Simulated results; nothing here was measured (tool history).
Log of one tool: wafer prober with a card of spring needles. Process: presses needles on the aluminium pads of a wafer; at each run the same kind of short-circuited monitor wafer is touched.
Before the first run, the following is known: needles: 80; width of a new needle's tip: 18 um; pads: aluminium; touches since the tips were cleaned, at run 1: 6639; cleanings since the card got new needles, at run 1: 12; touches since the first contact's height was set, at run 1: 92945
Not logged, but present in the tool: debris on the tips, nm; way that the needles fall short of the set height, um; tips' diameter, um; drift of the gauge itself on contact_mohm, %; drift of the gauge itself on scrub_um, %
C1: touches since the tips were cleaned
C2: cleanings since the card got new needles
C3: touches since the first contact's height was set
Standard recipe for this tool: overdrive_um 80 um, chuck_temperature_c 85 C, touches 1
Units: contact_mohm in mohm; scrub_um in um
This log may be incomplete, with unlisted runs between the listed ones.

{"run": 1, "hour": 0.0, "overdrive_um": 80, "chuck_temperature_c": 85, "touches": 1, "C1": 6639, "C2": 12, "C3": 92945, "contact_mohm": 153, "scrub_um": 13.12}
{"hour": 1.2, "done": "tips cleaned on abrasive film"}
{"run": 2, "hour": 17.9, "overdrive_um": 80, "chuck_temperature_c": 85, "touches": 1, "C1": 6259, "C2": 13, "C3": 99608, "contact_mohm": 152, "scrub_um": 13.1}
{"hour": 19.2, "done": "tips cleaned on abrasive film"}
{"run": 3, "hour": 36.5, "overdrive_um": 80, "chuck_temperature_c": 44, "touches": 1, "C1": 6497, "C2": 14, "C3": 106567, "contact_mohm": 147, "scrub_um": 13.15}
{"hour": 37.5, "done": "tips cleaned on abrasive film"}
{"run": 4, "hour": 47.3, "overdrive_um": 80, "chuck_temperature_c": 44, "touches": 1, "C1": 3664, "C2": 15, "C3": 110567, "contact_mohm": 142, "scrub_um": 13.15}
{"hour": 56.9, "done": "tips cleaned on abrasive film"}
{"run": 5, "hour": 64.4, "overdrive_um": 80, "chuck_temperature_c": 85, "touches": 1, "C1": 2831, "C2": 16, "C3": 116950, "contact_mohm": 149, "scrub_um": 13.14}
{"run": 6, "hour": 74.0, "overdrive_um": 80, "chuck_temperature_c": 57, "touches": 1, "C1": 6417, "C2": 16, "C3": 120536, "contact_mohm": 145, "scrub_um": 13.17}
{"hour": 75.3, "done": "tips cleaned on abrasive film"}
{"run": 7, "hour": 91.1, "overdrive_um": 76, "chuck_temperature_c": 85, "touches": 1, "C1": 5929, "C2": 17, "C3": 126925, "contact_mohm": 151, "scrub_um": 12.43}
{"hour": 93.5, "done": "tips cleaned on abrasive film"}
{"run": 8, "hour": 104.8, "overdrive_um": 78, "chuck_temperature_c": 85, "touches": 1, "C1": 4212, "C2": 18, "C3": 132013, "contact_mohm": 151, "scrub_um": 12.83}
{"hour": 113.1, "done": "tips cleaned on abrasive film"}
{"run": 9, "hour": 113.2, "overdrive_um": 78, "chuck_temperature_c": 85, "touches": 1, "C1": 39, "C2": 19, "C3": 135157, "contact_mohm": 152, "scrub_um": 12.79}
{"run": 10, "hour": 130.2, "overdrive_um": 78, "chuck_temperature_c": 85, "touches": 1, "C1": 6409, "C2": 19, "C3": 141527, "contact_mohm": 152, "scrub_um": 12.79}
{"hour": 131.7, "done": "tips cleaned on abrasive film"}
{"run": 11, "hour": 137.9, "overdrive_um": 78, "chuck_temperature_c": 85, "touches": 1, "C1": 2323, "C2": 20, "C3": 144354, "contact_mohm": 150, "scrub_um": 12.76}
{"hour": 150.2, "done": "tips cleaned on abrasive film"}
{"run": 12, "hour": 153.3, "overdrive_um": 78, "chuck_temperature_c": 54, "touches": 1, "C1": 1173, "C2": 21, "C3": 150112, "contact_mohm": 146, "scrub_um": 12.84}
{"hour": 169.0, "done": "tips cleaned on abrasive film"}
{"run": 13, "hour": 170.8, "overdrive_um": 78, "chuck_temperature_c": 54, "touches": 1, "C1": 678, "C2": 22, "C3": 156628, "contact_mohm": 145, "scrub_um": 12.9}
{"hour": 187.3, "done": "tips cleaned on abrasive film"}
{"run": 14, "hour": 187.3, "overdrive_um": 78, "chuck_temperature_c": 54, "touches": 1, "C1": 0, "C2": 23, "C3": 162766, "contact_mohm": 145, "scrub_um": 12.77}
{"run": 15, "hour": 195.2, "overdrive_um": 80, "chuck_temperature_c": 85, "touches": 1, "C1": 2994, "C2": 23, "C3": 165760, "contact_mohm": 151, "scrub_um": 13.16}
{"hour": 206.1, "done": "tips cleaned on abrasive film"}
{"run": 16, "hour": 209.8, "overdrive_um": 80, "chuck_temperature_c": 87, "touches": 1, "C1": 1403, "C2": 24, "C3": 171199, "contact_mohm": 150, "scrub_um": 13.1}
{"run": 17, "hour": 217.7, "overdrive_um": 80, "chuck_temperature_c": 85, "touches": 2, "C1": 4351, "C2": 24, "C3": 174147, "contact_mohm": 151, "scrub_um": 13.17}
{"hour": 225.1, "done": "tips cleaned on abrasive film"}
{"run": 18, "hour": 236.1, "overdrive_um": 66, "chuck_temperature_c": 28, "touches": 1, "C1": 4119, "C2": 25, "C3": 180999, "contact_mohm": 144, "scrub_um": 10.84}
{"hour": 244.2, "done": "tips cleaned on abrasive film"}
{"run": 19, "hour": 251.2, "overdrive_um": 66, "chuck_temperature_c": 28, "touches": 1, "C1": 2616, "C2": 26, "C3": 186627, "contact_mohm": 147, "scrub_um": 10.87}
{"run": 20, "hour": 259.6, "overdrive_um": 85, "chuck_temperature_c": 66, "touches": 2, "C1": 5788, "C2": 26, "C3": 189799, "contact_mohm": 146, "scrub_um": 13.95}
{"hour": 262.2, "done": "tips cleaned on abrasive film"}
{"hour": 270.6, "done": "height of the first contact set anew"}
{"run": 21, "hour": 274.3, "overdrive_um": 80, "chuck_temperature_c": 85, "touches": 1, "C1": 4431, "C2": 27, "C3": 1392, "contact_mohm": 149, "scrub_um": 13.14}
{"hour": 280.8, "done": "tips cleaned on abrasive film"}
{"run": 22, "hour": 286.4, "overdrive_um": 80, "chuck_temperature_c": 85, "touches": 1, "C1": 2096, "C2": 28, "C3": 5877, "contact_mohm": 150, "scrub_um": 13.12}
{"hour": 299.7, "done": "tips cleaned on abrasive film"}
{"run": 23, "hour": 303.2, "overdrive_um": 80, "chuck_temperature_c": 85, "touches": 1, "C1": 1323, "C2": 29, "C3": 12152, "contact_mohm": 149, "scrub_um": 13.19}
{"run": 24, "hour": 312.9, "overdrive_um": 80, "chuck_temperature_c": 59, "touches": 2, "C1": 4978, "C2": 29, "C3": 15807, "contact_mohm": 146, "scrub_um": 13.11}
{"hour": 318.4, "done": "tips cleaned on abrasive film"}
{"run": 25, "hour": 326.3, "overdrive_um": 80, "chuck_temperature_c": 59, "touches": 2, "C1": 2955, "C2": 30, "C3": 20786, "contact_mohm": 145, "scrub_um": 13.14}
{"run": 26, "hour": 335.0, "overdrive_um": 80, "chuck_temperature_c": 29, "touches": 1, "C1": 6204, "C2": 30, "C3": 24035, "contact_mohm": 141, "scrub_um": 13.13}
{"hour": 336.5, "done": "tips cleaned on abrasive film"}
{"run": 27, "hour": 351.5, "overdrive_um": 80, "chuck_temperature_c": 29, "touches": 1, "C1": 5597, "C2": 31, "C3": 30186, "contact_mohm": 140, "scrub_um": 13.17}
{"hour": 355.8, "done": "tips cleaned on abrasive film"}
{"run": 28, "hour": 370.0, "overdrive_um": 80, "chuck_temperature_c": 29, "touches": 1, "C1": 5323, "C2": 32, "C3": 37082, "contact_mohm": 141, "scrub_um": 13.07}
{"hour": 373.9, "done": "tips cleaned on abrasive film"}
{"run": 29, "hour": 381.1, "overdrive_um": 80, "chuck_temperature_c": 29, "touches": 1, "C1": 2724, "C2": 33, "C3": 41235, "contact_mohm": 139, "scrub_um": 13.18}
{"run": 30, "hour": 390.6, "overdrive_um": 68, "chuck_temperature_c": 85, "touches": 1, "C1": 6289, "C2": 33, "C3": 44800, "contact_mohm": 155, "scrub_um": 11.15}
{"hour": 391.8, "done": "tips cleaned on abrasive film"}
{"run": 31, "hour": 400.4, "overdrive_um": 62, "chuck_temperature_c": 85, "touches": 3, "C1": 3200, "C2": 34, "C3": 48410, "contact_mohm": 154, "scrub_um": 10.2}
{"run": 32, "hour": 408.5, "overdrive_um": 62, "chuck_temperature_c": 41, "touches": 3, "C1": 6270, "C2": 34, "C3": 51480, "contact_mohm": 144, "scrub_um": 10.17}
{"hour": 411.0, "done": "tips cleaned on abrasive film"}
{"run": 33, "hour": 424.3, "overdrive_um": 97, "chuck_temperature_c": 39, "touches": 1, "C1": 5016, "C2": 35, "C3": 57366, "contact_mohm": 142, "scrub_um": 16.02}
{"hour": 430.5, "done": "tips cleaned on abrasive film"}
{"run": 34, "hour": 433.3, "overdrive_um": 76, "chuck_temperature_c": 33, "touches": 1, "C1": 1035, "C2": 36, "C3": 60690, "contact_mohm": 143, "scrub_um": 12.49}

Consider 4 possible next runs. They are alternatives, not a sequence: every one starts from the tool as it was left by run 34. What does each give?
{"run": "A", "hour": 445.4, "overdrive_um": 64, "chuck_temperature_c": 34, "touches": 1, "C1": 5578, "C2": 36, "C3": 65233, "contact_mohm": "?", "scrub_um": "?"}
{"run": "B", "hour": 445.4, "overdrive_um": 80, "chuck_temperature_c": 30, "touches": 2, "C1": 5578, "C2": 36, "C3": 65233, "contact_mohm": "?", "scrub_um": "?"}
{"run": "C", "hour": 445.4, "overdrive_um": 94, "chuck_temperature_c": 77, "touches": 3, "C1": 5578, "C2": 36, "C3": 65233, "contact_mohm": "?", "scrub_um": "?"}
{"run": "D", "hour": 445.4, "overdrive_um": 92, "chuck_temperature_c": 104, "touches": 2, "C1": 5578, "C2": 36, "C3": 65233, "contact_mohm": "?", "scrub_um": "?"}

run=A contact_mohm=147 scrub_um=10.45
run=B contact_mohm=144 scrub_um=13.19
run=C contact_mohm=148 scrub_um=15.38
run=D contact_mohm=151 scrub_um=15.13
Take away the tool's hidden state, keep each run's random variation, and the runs would have read:
run=A contact_mohm=146 scrub_um=10.45
run=B contact_mohm=143 scrub_um=13.2
run=C contact_mohm=147 scrub_um=15.39
run=D contact_mohm=151 scrub_um=15.13
